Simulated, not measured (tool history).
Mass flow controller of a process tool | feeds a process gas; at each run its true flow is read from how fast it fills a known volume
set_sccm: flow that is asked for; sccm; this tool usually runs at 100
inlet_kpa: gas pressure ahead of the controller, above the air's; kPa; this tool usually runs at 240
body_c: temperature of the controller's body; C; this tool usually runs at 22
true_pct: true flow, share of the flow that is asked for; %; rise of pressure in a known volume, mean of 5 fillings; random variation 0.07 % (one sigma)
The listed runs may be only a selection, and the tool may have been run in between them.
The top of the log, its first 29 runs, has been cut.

Run 30, day 98.100: usual settings but set_sccm 49 sccm, inlet_kpa 244 kPa, body_c 24 C. Result: true_pct 99.45 %.
Run 31, day 102.921: usual settings but set_sccm 49 sccm, inlet_kpa 244 kPa, body_c 24 C. Result: true_pct 99.58 %.
Run 32, day 107.442: usual settings but set_sccm 49 sccm, inlet_kpa 244 kPa, body_c 24 C. Result: true_pct 99.57 %.
Run 33, day 109.521: usual settings but set_sccm 49 sccm, inlet_kpa 244 kPa, body_c 24 C. Result: true_pct 99.38 %.
Run 34, day 113.704: usual settings but set_sccm 49 sccm. Result: true_pct 99.69 %.
Run 35, day 117.571: usual settings but set_sccm 49 sccm. Result: true_pct 99.80 %.
Run 36, day 121.300: usual settings but set_sccm 133 sccm, inlet_kpa 258 kPa. Result: true_pct 101.06 %.
Run 37, day 125.904: usual settings but set_sccm 119 sccm, inlet_kpa 258 kPa, body_c 32 C. Result: true_pct 99.77 %.
Run 38, day 129.112: usual settings but set_sccm 64 sccm, inlet_kpa 156 kPa, body_c 21 C. Result: true_pct 100.94 %.
Run 39, day 131.979: usual settings but set_sccm 45 sccm, inlet_kpa 274 kPa, body_c 25 C. Result: true_pct 99.03 %.
Run 40, day 134.521: usual settings but inlet_kpa 243 kPa, body_c 29 C. Result: true_pct 99.90 %.
Run 41, day 136.675: usual settings but inlet_kpa 243 kPa, body_c 29 C. Result: true_pct 99.94 %.
Run 42, day 140.012: usual settings but body_c 34 C. Result: true_pct 99.34 %.
Run 43, day 144.596: usual settings but body_c 34 C. Result: true_pct 99.61 %.
Run 44, day 147.562: usual settings but body_c 34 C. Result: true_pct 99.52 %.
Run 45, day 150.592: usual settings but body_c 34 C. Result: true_pct 99.44 %.
Run 46, day 153.038: usual settings but body_c 34 C. Result: true_pct 99.58 %.
Run 47, day 155.275: usual settings but body_c 34 C. Result: true_pct 99.67 %.

Here are 3 independent what-if runs from the current tool condition. What would each one return?
Run A, day 159.850: usual settings but inlet_kpa 160 kPa, body_c 32 C. Result: true_pct ?.
Run B, day 159.850: usual settings but set_sccm 159 sccm, inlet_kpa 258 kPa, body_c 31 C. Result: true_pct ?.
Run C, day 159.850: usual settings but set_sccm 99 sccm, inlet_kpa 149 kPa, body_c 21 C. Result: true_pct ?.

run  true_pct
  A    100.49
  B    100.75
  C    101.62
Stripped of hidden state, with their random variation kept, the same runs would have yielded:
run  true_pct
  A     98.32
  B     98.38
  C     99.46
